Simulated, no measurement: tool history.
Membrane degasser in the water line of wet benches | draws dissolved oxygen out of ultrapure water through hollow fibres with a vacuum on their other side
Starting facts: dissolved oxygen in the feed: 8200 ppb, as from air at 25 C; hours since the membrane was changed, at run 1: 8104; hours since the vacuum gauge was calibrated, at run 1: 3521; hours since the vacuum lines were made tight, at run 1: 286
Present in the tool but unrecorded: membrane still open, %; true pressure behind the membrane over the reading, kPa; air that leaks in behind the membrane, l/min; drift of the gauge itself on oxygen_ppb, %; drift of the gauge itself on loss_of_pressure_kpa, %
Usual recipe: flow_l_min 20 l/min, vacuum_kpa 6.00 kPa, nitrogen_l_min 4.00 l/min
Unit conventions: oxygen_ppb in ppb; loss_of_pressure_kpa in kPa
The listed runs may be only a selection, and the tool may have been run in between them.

run    hour  flow_l_min  vacuum_kpa  nitrogen_l_min  hours since the membrane was changed  hours since the vacuum gauge was calibrated  hours since the vacuum lines were made tight  oxygen_ppb  loss_of_pressure_kpa
  1     0.0          20        6.00            4.00                                  8104                                         3521                                           286        41.4                 25.72
  2   205.4          20        6.00            4.00                                  8310                                         3727                                           492        40.7                 25.61
  3   401.7          20        6.00            6.31                                  8506                                         3923                                           688        29.9                 25.66
  4   552.3          20        6.00            4.00                                  8656                                         4074                                           839        43.0                 25.57
  5   728.0          20        6.00            4.00                                  8832                                         4249                                          1014        41.6                 25.37
  6   842.7          20        6.43            4.00                                  8947                                         4364                                          1129        47.1                 25.68
  7  1005.9          20        6.43            4.00                                  9110                                         4527                                          1292        48.0                 25.49
  8  1179.2          20        6.43            4.00                                  9283                                         4701                                          1466        47.6                 25.56
  9  1311.6          20        6.00            4.00                                  9416                                         4833                                          1598        41.6                 25.80
 10  1407.2          20        6.00            4.00                                  9511                                         4929                                          1694        42.3                 25.59
 11  1573.1          20        6.00            4.00                                  9677                                         5094                                          1859        41.8                 25.38
 12  1776.1          20        6.00            4.00                                  9880                                         5298                                          2062        42.4                 25.75
 13  1950.4          20        6.00            4.00                                 10055                                         5472                                          2237        41.8                 25.33
 14  2051.3          31        6.00            4.00                                 10155                                         5573                                          2338        83.3                 39.66
 15  2240.4          31        6.00            4.00                                 10345                                         5762                                          2527        82.2                 39.64
 16  2447.6          31        6.00           10.35                                 10552                                         5969                                          2734        52.5                 39.85
 17  2572.3          20       13.52            4.00                                 10676                                         6094                                          2859       132.6                 25.41
 18  2677.8          20       13.52            6.99                                 10782                                         6199                                          2964        81.0                 25.55
 19  2784.6          20        4.84            6.99                                 10889                                         6306                                          3071        19.7                 25.94
 20  2932.4          20        4.84            6.99                                 11037                                         6454                                          3219        19.8                 25.50
 21  3090.5          14        4.42            6.00                                 11195                                         6612                                          3377         9.3                 18.32
 22  3220.5          14        4.42            6.00                                 11325                                         6742                                          3507         9.2                 18.15
 23  3356.8          25        3.81            6.00                                 11461                                         6878                                          3643        22.7                 31.81
 24  3560.0          29       10.61            6.65                                 11664                                         7081                                          3846       104.2                 37.05
 25  3755.3          21        4.16            2.45                                 11859                                         7277                                          4042        29.1                 26.96
 26  3926.4          21        4.16            2.45                                 12031                                         7448                                          4213        28.9                 27.17
     4015.5  -- vacuum gauge calibrated
 27  4059.3          21        4.16            2.45                                 12163                                           44                                          4345        29.3                 26.98
 28  4230.9          23        6.00            4.31                                 12335                                          215                                          4517        49.1                 29.49
 29  4360.8          23        6.00            4.31                                 12464                                          345                                          4647        49.3                 29.30
 30  4499.9          20        9.06            2.10                                 12604                                          484                                          4786       140.4                 25.68
 31  4727.7          12        5.28            1.62                                 12831                                          712                                          5014        37.6                 15.20

For each entry between runs, how does the tool's hidden state at the last listed run before it compare with that at the first listed run after it?
Runs 26 to 27: vacuum gauge calibrated (hour 4015.5)
  true pressure behind the membrane over the reading, kPa: 0.01 -> 0; air that leaks in behind the membrane, l/min: 0.0024 -> 0.0025

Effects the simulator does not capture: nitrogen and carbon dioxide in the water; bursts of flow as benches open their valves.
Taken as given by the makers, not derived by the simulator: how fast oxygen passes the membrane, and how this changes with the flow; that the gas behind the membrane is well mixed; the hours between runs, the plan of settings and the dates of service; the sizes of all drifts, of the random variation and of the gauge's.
